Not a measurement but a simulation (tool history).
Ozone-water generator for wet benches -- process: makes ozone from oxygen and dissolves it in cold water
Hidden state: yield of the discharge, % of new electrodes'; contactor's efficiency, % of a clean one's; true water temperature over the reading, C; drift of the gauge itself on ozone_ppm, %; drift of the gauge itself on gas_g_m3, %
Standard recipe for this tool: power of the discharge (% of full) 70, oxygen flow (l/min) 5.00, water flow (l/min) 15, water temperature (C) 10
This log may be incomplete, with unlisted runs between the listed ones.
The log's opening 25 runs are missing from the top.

run	hour	power of the discharge (% of full)	oxygen flow (l/min)	water flow (l/min)	water temperature (C)	hours of work since the electrodes were changed	hours of work since the contactor was cleaned	hours of work since the thermometer was calibrated	dissolved ozone (ppm)	ozone in the gas ahead of the water (g/m3)
26	738.5	70	4.31	15	12	564	120	2174	24.6	177.5
27	756.4	70	4.31	15	12	577	132	2187	24.3	179.8
28	791.9	43	4.71	15	15	602	157	2211	16.0	116.2
29	828.4	52	5.00	15	9	627	182	2237	20.0	129.0
30	846.1	62	5.00	15	11	639	195	2249	21.9	147.3
31	872.0	62	5.00	15	11	658	213	2267	22.1	146.9
32	902.9	70	5.00	21	8	679	234	2289	19.4	161.4
33	921.9	69	5.00	16	15	692	248	2302	21.3	159.4

Predict each of these 4 candidate next runs independently; none follows another, all start after run 33:
A	949.3	48	7.36	15	10	711	267	2321	?	?
B	949.3	69	5.00	16	17	711	267	2321	?	?
C	949.3	70	4.77	15	10	711	267	2321	?	?
D	949.3	74	5.00	16	15	711	267	2321	?	?

run	dissolved ozone (ppm)	ozone in the gas ahead of the water (g/m3)
A	17.5	94.2
B	20.6	159.3
C	24.3	165.7
D	22.4	168.5
With the hidden condition removed and each run's random variation left untouched, the same runs would have given:
run	dissolved ozone (ppm)	ozone in the gas ahead of the water (g/m3)
A	17.9	95.7
B	21.2	162.8
C	24.9	169.2
D	23.1	172.3
